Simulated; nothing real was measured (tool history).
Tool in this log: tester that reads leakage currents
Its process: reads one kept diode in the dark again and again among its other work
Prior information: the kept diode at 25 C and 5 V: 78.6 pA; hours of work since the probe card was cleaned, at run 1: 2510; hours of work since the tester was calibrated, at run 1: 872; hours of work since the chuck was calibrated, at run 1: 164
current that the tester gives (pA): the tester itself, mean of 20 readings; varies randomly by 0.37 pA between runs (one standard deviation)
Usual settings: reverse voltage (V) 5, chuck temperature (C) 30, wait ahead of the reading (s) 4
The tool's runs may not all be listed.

run	hour	reverse voltage (V)	chuck temperature (C)	wait ahead of the reading (s)	hours of work since the probe card was cleaned	hours of work since the tester was calibrated	hours of work since the chuck was calibrated	current that the tester gives (pA)
1	0	5	30	4	2510	872	164	125.34
2	28.1	5	30	4	2522	884	176	125.7
3	66.1	5	30	4	2538	900	192	125.75
4	115.7	5	30	4	2558	921	213	125.61
5	163.3	11.14	30	4	2579	941	233	166.56
6	197.6	11.14	30	4	2593	956	248	166.26
7	234.3	11.14	30	1.16	2608	971	263	168.93
8	284.6	11.14	30	1.16	2630	992	284	168.53
9	323.2	11.14	30	1.16	2646	1009	301	167.82
10	373.8	1.19	25	4	2667	1030	322	50.3
11	424.5	1.19	37	1.33	2689	1051	343	139.46
12	447.5	5.7	30	3.45	2698	1061	353	131.48
13	489.7	5.7	30	3.45	2716	1079	371	131.16

Here are 5 independent what-if runs from the current tool condition. What would each one return?
A	526	5	26	9.38	2731	1094	386	?
B	526	5	53	4	2731	1094	386	?
C	526	1.13	23	2.56	2731	1094	386	?
D	526	5.7	30	0.48	2731	1094	386	?
E	526	1.88	30	3.45	2731	1094	386	?

run	current that the tester gives (pA)
A	88.74
B	776.18
C	40.93
D	133.77
E	89.06
Stripped of hidden state, with their random variation kept, the same runs would have yielded:
run	current that the tester gives (pA)
A	85.7
B	783.3
C	40.62
D	130.75
E	88.85
